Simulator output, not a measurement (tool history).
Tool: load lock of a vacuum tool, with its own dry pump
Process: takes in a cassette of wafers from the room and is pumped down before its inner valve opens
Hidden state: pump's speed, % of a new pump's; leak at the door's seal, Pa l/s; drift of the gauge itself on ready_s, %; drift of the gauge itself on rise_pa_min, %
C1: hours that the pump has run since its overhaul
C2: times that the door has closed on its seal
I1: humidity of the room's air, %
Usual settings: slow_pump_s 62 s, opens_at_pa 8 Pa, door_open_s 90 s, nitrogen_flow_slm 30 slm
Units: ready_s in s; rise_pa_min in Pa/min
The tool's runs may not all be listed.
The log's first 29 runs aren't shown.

{"run": 30, "hour": 1792.8, "slow_pump_s": 34, "opens_at_pa": 8, "door_open_s": 218, "nitrogen_flow_slm": 7, "C1": 2848, "C2": 18140, "I1": 46.3, "ready_s": 93.8, "rise_pa_min": 0.137}
{"run": 31, "hour": 1855.5, "slow_pump_s": 34, "opens_at_pa": 6, "door_open_s": 218, "nitrogen_flow_slm": 7, "C1": 2911, "C2": 18337, "I1": 41.8, "ready_s": 96.4, "rise_pa_min": 0.129}
{"run": 32, "hour": 1939.7, "slow_pump_s": 34, "opens_at_pa": 6, "door_open_s": 218, "nitrogen_flow_slm": 7, "C1": 2995, "C2": 18602, "I1": 44.6, "ready_s": 96.6, "rise_pa_min": 0.133}
{"run": 33, "hour": 2005.8, "slow_pump_s": 62, "opens_at_pa": 13, "door_open_s": 90, "nitrogen_flow_slm": 30, "C1": 3061, "C2": 18811, "I1": 45.0, "ready_s": 114.7, "rise_pa_min": 0.089}
{"run": 34, "hour": 2071.2, "slow_pump_s": 59, "opens_at_pa": 13, "door_open_s": 188, "nitrogen_flow_slm": 30, "C1": 3127, "C2": 19017, "I1": 47.8, "ready_s": 110.5, "rise_pa_min": 0.108}
{"run": 35, "hour": 2161.4, "slow_pump_s": 62, "opens_at_pa": 16, "door_open_s": 27, "nitrogen_flow_slm": 8, "C1": 3217, "C2": 19301, "I1": 46.3, "ready_s": 112.7, "rise_pa_min": 0.095}
{"run": 36, "hour": 2241.7, "slow_pump_s": 62, "opens_at_pa": 8, "door_open_s": 115, "nitrogen_flow_slm": 30, "C1": 3297, "C2": 19554, "I1": 44.4, "ready_s": 117.7, "rise_pa_min": 0.095}
{"run": 37, "hour": 2323.8, "slow_pump_s": 83, "opens_at_pa": 9, "door_open_s": 115, "nitrogen_flow_slm": 5, "C1": 3379, "C2": 19813, "I1": 44.6, "ready_s": 133.4, "rise_pa_min": 0.133}

Forecast each of these 4 alternatives for the next run:
{"run": "A", "hour": 2388.5, "slow_pump_s": 50, "opens_at_pa": 8, "door_open_s": 213, "nitrogen_flow_slm": 4, "C1": 3444, "C2": 20016, "I1": 45.4, "ready_s": "?", "rise_pa_min": "?"}
{"run": "B", "hour": 2388.5, "slow_pump_s": 37, "opens_at_pa": 8, "door_open_s": 90, "nitrogen_flow_slm": 21, "C1": 3444, "C2": 20016, "I1": 44.5, "ready_s": "?", "rise_pa_min": "?"}
{"run": "C", "hour": 2388.5, "slow_pump_s": 91, "opens_at_pa": 13, "door_open_s": 191, "nitrogen_flow_slm": 30, "C1": 3444, "C2": 20016, "I1": 47.8, "ready_s": "?", "rise_pa_min": "?"}
{"run": "D", "hour": 2388.5, "slow_pump_s": 42, "opens_at_pa": 9, "door_open_s": 115, "nitrogen_flow_slm": 26, "C1": 3444, "C2": 20016, "I1": 46.8, "ready_s": "?", "rise_pa_min": "?"}

run=A ready_s=108.1 rise_pa_min=0.155
run=B ready_s=96.8 rise_pa_min=0.106
run=C ready_s=137.7 rise_pa_min=0.109
run=D ready_s=100.1 rise_pa_min=0.105
Without the tool's hidden state the same runs would have given:
run=A ready_s=105.7 rise_pa_min=0.076
run=B ready_s=94.3 rise_pa_min=0.027
run=C ready_s=135.8 rise_pa_min=0.029
run=D ready_s=97.6 rise_pa_min=0.027
